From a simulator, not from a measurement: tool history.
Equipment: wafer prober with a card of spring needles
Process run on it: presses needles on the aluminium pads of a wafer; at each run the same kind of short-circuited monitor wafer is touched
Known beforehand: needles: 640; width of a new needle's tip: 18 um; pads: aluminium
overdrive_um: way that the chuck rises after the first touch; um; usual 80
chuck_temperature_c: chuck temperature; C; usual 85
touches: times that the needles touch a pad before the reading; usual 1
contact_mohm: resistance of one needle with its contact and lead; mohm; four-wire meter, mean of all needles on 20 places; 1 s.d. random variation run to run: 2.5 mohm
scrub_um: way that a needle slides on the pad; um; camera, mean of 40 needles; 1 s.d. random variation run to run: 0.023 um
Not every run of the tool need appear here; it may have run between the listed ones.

run,hour,overdrive_um,chuck_temperature_c,touches,contact_mohm,scrub_um
1,0,80,85,1,288,14.61
# hour 15.2: tips cleaned on abrasive film
# hour 31.2: tips cleaned on abrasive film
2,36.7,80,85,1,306,14.59
# hour 45.6: tips cleaned on abrasive film
# hour 52.2: height of the first contact set anew
# hour 60.8: tips cleaned on abrasive film
# hour 75.2: tips cleaned on abrasive film
3,85.5,80,85,1,311,14.79
# hour 91.1: tips cleaned on abrasive film
# hour 105.1: tips cleaned on abrasive film
4,108,78,85,1,299,14.34
# hour 119.5: tips cleaned on abrasive film
# hour 133.7: tips cleaned on abrasive film
# hour 149.1: tips cleaned on abrasive film
5,159.2,80,85,1,311,14.7
# hour 162.5: tips cleaned on abrasive film
# hour 177.3: tips cleaned on abrasive film
# hour 190.8: tips cleaned on abrasive film
6,190.8,80,85,1,284,14.62
# hour 204.6: tips cleaned on abrasive film
# hour 219.6: tips cleaned on abrasive film
7,230.5,80,85,1,309,14.6
# hour 233: tips cleaned on abrasive film
# hour 248: tips cleaned on abrasive film
8,258.5,80,85,1,312,14.59
# hour 263.8: tips cleaned on abrasive film
# hour 279: tips cleaned on abrasive film
# hour 290.3: height of the first contact set anew
# hour 293.6: tips cleaned on abrasive film
9,299.7,83,85,1,301,15.33
# hour 309.3: tips cleaned on abrasive film
# hour 325.2: tips cleaned on abrasive film
10,325.7,80,85,1,288,14.7
# hour 340.8: tips cleaned on abrasive film
# hour 356.1: tips cleaned on abrasive film
11,364.7,80,85,1,306,14.68
# hour 371.2: tips cleaned on abrasive film
# hour 386.1: tips cleaned on abrasive film
12,394.4,80,85,1,309,14.68
# hour 399.9: tips cleaned on abrasive film
# hour 414.9: tips cleaned on abrasive film
# hour 429.3: tips cleaned on abrasive film
13,432.2,79,85,1,297,14.45
# hour 444.6: tips cleaned on abrasive film
# hour 459.6: tips cleaned on abrasive film
14,463,79,85,1,303,14.44
# hour 473.9: tips cleaned on abrasive film
# hour 489.7: tips cleaned on abrasive film
# hour 505.6: tips cleaned on abrasive film
15,508.7,79,85,1,299,14.37
# hour 521.5: tips cleaned on abrasive film
# hour 528.1: height of the first contact set anew
# hour 534.5: tips cleaned on abrasive film
# hour 549.8: tips cleaned on abrasive film
16,557.3,75,85,1,310,13.83
# hour 563.7: tips cleaned on abrasive film
# hour 576.9: tips cleaned on abrasive film
# hour 592: tips cleaned on abrasive film
# hour 607.5: tips cleaned on abrasive film
17,607.7,65,85,1,292,11.93
# hour 620.5: tips cleaned on abrasive film
# hour 633.3: tips cleaned on abrasive film
18,633.4,65,85,1,289,11.92
# hour 646.1: tips cleaned on abrasive film
# hour 661.3: tips cleaned on abrasive film
# hour 677.2: tips cleaned on abrasive film
19,680.5,65,85,1,313,11.89
# hour 693.1: tips cleaned on abrasive film
# hour 705.8: tips cleaned on abrasive film
# hour 719.2: tips cleaned on abrasive film
20,719.2,65,85,1,289,11.81
# hour 734.5: tips cleaned on abrasive film
# hour 749.4: tips cleaned on abrasive film
21,761.5,96,102,3,289,17.52
# hour 764.2: tips cleaned on abrasive film
# hour 767.7: height of the first contact set anew
# hour 777.3: tips cleaned on abrasive film
# hour 793.2: tips cleaned on abrasive film
# hour 808.9: tips cleaned on abrasive film
22,812.2,69,52,2,289,12.7
# hour 821.8: tips cleaned on abrasive film
# hour 837: tips cleaned on abrasive film
# hour 851.7: tips cleaned on abrasive film
23,862,69,52,2,301,12.61
# hour 865.2: tips cleaned on abrasive film
# hour 880.6: tips cleaned on abrasive film
# hour 896.2: tips cleaned on abrasive film
# hour 912.1: tips cleaned on abrasive film
24,916,75,66,2,294,13.74

Run 25, settings as shown, results not yet in. Your forecast:
# hour 925.6: tips cleaned on abrasive film
# hour 940.8: tips cleaned on abrasive film
25,946.7,80,71,2,?,?

contact_mohm: 291 mohm
scrub_um: 14.58 um
Without the tool's hidden state the same run would have given contact_mohm 276 mohm, scrub_um 14.76 um.

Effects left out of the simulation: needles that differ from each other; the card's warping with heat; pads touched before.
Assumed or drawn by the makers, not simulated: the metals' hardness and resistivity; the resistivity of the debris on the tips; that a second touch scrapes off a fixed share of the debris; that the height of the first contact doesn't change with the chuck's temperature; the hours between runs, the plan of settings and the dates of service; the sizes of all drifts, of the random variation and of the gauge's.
